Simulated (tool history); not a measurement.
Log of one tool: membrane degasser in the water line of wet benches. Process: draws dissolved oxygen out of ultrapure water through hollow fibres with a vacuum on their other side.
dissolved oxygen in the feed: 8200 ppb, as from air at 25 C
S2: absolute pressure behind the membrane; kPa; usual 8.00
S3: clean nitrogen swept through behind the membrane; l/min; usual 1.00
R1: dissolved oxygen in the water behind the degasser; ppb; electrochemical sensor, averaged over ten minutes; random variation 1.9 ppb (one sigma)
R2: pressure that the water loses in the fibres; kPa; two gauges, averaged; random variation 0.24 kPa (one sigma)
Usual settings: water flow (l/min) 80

{"run": 1, "hour": 0.0, "water flow (l/min)": 80, "S2": 8.0, "S3": 1.0, "R1": 636.7, "R2": 63.33}
{"run": 2, "hour": 166.6, "water flow (l/min)": 80, "S2": 8.0, "S3": 1.0, "R1": 636.3, "R2": 63.51}
{"run": 3, "hour": 263.4, "water flow (l/min)": 80, "S2": 8.0, "S3": 1.0, "R1": 638.5, "R2": 63.31}
{"run": 4, "hour": 455.9, "water flow (l/min)": 80, "S2": 8.0, "S3": 1.0, "R1": 638.7, "R2": 63.43}
{"run": 5, "hour": 635.2, "water flow (l/min)": 80, "S2": 8.0, "S3": 0.46, "R1": 970.6, "R2": 63.62}
{"run": 6, "hour": 748.3, "water flow (l/min)": 69, "S2": 8.0, "S3": 1.0, "R1": 572.3, "R2": 55.34}
{"run": 7, "hour": 894.6, "water flow (l/min)": 69, "S2": 8.0, "S3": 1.0, "R1": 573.8, "R2": 54.65}
{"run": 8, "hour": 1128.5, "water flow (l/min)": 69, "S2": 8.0, "S3": 1.0, "R1": 572.2, "R2": 54.98}
{"run": 9, "hour": 1283.0, "water flow (l/min)": 80, "S2": 8.0, "S3": 1.0, "R1": 642.2, "R2": 63.74}
{"run": 10, "hour": 1395.1, "water flow (l/min)": 80, "S2": 8.0, "S3": 1.0, "R1": 641.3, "R2": 64.04}
{"run": 11, "hour": 1568.6, "water flow (l/min)": 80, "S2": 8.0, "S3": 1.0, "R1": 640.8, "R2": 63.69}
{"run": 12, "hour": 1739.9, "water flow (l/min)": 80, "S2": 8.0, "S3": 1.0, "R1": 642.1, "R2": 64.57}
{"run": 13, "hour": 1909.4, "water flow (l/min)": 54, "S2": 8.0, "S3": 1.0, "R1": 480.4, "R2": 43.29}
{"run": 14, "hour": 2017.6, "water flow (l/min)": 116, "S2": 8.0, "S3": 1.0, "R1": 849.2, "R2": 92.76}
{"run": 15, "hour": 2229.5, "water flow (l/min)": 116, "S2": 8.0, "S3": 1.0, "R1": 844.7, "R2": 93.26}
{"run": 16, "hour": 2325.8, "water flow (l/min)": 116, "S2": 8.0, "S3": 1.0, "R1": 847.9, "R2": 93.09}
{"run": 17, "hour": 2507.7, "water flow (l/min)": 116, "S2": 8.0, "S3": 1.0, "R1": 848.1, "R2": 93.93}
{"hour": 2620.8, "done": "seals of the vacuum lines changed"}
{"run": 18, "hour": 2717.9, "water flow (l/min)": 116, "S2": 9.42, "S3": 0.41, "R1": 1561.1, "R2": 93.49}
{"hour": 2733.1, "done": "vacuum gauge calibrated"}
{"run": 19, "hour": 2945.7, "water flow (l/min)": 116, "S2": 13.36, "S3": 0.41, "R1": 2375.1, "R2": 93.78}
{"run": 20, "hour": 3160.2, "water flow (l/min)": 75, "S2": 18.72, "S3": 0.41, "R1": 2721.0, "R2": 60.35}
{"run": 21, "hour": 3360.2, "water flow (l/min)": 65, "S2": 8.21, "S3": 2.81, "R1": 271.7, "R2": 52.62}
{"hour": 3393.8, "done": "vacuum gauge calibrated, once more"}
{"run": 22, "hour": 3576.9, "water flow (l/min)": 78, "S2": 10.35, "S3": 1.0, "R1": 891.1, "R2": 63.6}
{"run": 23, "hour": 3693.2, "water flow (l/min)": 89, "S2": 13.46, "S3": 1.0, "R1": 1341.8, "R2": 71.62}
{"run": 24, "hour": 3795.6, "water flow (l/min)": 89, "S2": 13.46, "S3": 1.0, "R1": 1341.4, "R2": 72.25}
{"run": 25, "hour": 3918.8, "water flow (l/min)": 89, "S2": 13.46, "S3": 1.0, "R1": 1346.3, "R2": 72.61}
{"run": 26, "hour": 4154.8, "water flow (l/min)": 101, "S2": 8.22, "S3": 1.92, "R1": 534.3, "R2": 82.36}
{"run": 27, "hour": 4334.0, "water flow (l/min)": 56, "S2": 7.69, "S3": 0.8, "R1": 532.9, "R2": 45.84}
{"run": 28, "hour": 4572.4, "water flow (l/min)": 56, "S2": 7.69, "S3": 0.8, "R1": 533.5, "R2": 45.79}
{"run": 29, "hour": 4670.6, "water flow (l/min)": 56, "S2": 7.69, "S3": 0.8, "R1": 533.9, "R2": 45.95}
{"run": 30, "hour": 4857.8, "water flow (l/min)": 75, "S2": 7.98, "S3": 1.04, "R1": 593.4, "R2": 62.09}
{"run": 31, "hour": 5017.9, "water flow (l/min)": 80, "S2": 18.42, "S3": 1.87, "R1": 1166.9, "R2": 66.02}

Measured less the same run without the tool's hidden state. The same run-to-run variation is in both; the gauge's scatter may not be:
The hidden state here: membrane still open, %; true pressure behind the membrane over the reading, kPa; air that leaks in behind the membrane, l/min; drift of the gauge itself on oxygen_ppb, %; drift of the gauge itself on loss_of_pressure_kpa, %.
run=1 R1=+6.5 R2=+1.43
run=2 R1=+7.0 R2=+1.50
run=3 R1=+7.3 R2=+1.56
run=4 R1=+8.1 R2=+1.64
run=5 R1=+8.0 R2=+1.74
run=6 R1=+7.5 R2=+1.56
run=7 R1=+8.0 R2=+1.60
run=8 R1=+8.7 R2=+1.71
run=9 R1=+11.1 R2=+2.05
run=10 R1=+11.5 R2=+2.12
run=11 R1=+12.1 R2=+2.20
run=12 R1=+12.6 R2=+2.28
run=13 R1=+8.7 R2=+1.60
run=14 R1=+22.3 R2=+3.50
run=15 R1=+23.4 R2=+3.68
run=16 R1=+24.0 R2=+3.74
run=17 R1=+24.9 R2=+3.91
run=18 R1=+34.2 R2=+4.01
run=19 R1=+41.1 R2=+4.19
run=20 R1=+24.1 R2=+2.80
run=21 R1=+12.6 R2=+2.53
run=22 R1=+5.8 R2=+3.14
run=23 R1=+7.7 R2=+3.62
run=24 R1=+8.0 R2=+3.70
run=25 R1=+8.4 R2=+3.78
run=26 R1=+15.4 R2=+4.45
run=27 R1=+4.3 R2=+2.53
run=28 R1=+4.9 R2=+2.62
run=29 R1=+5.2 R2=+2.64
run=30 R1=+10.3 R2=+3.67
run=31 R1=+10.4 R2=+3.98
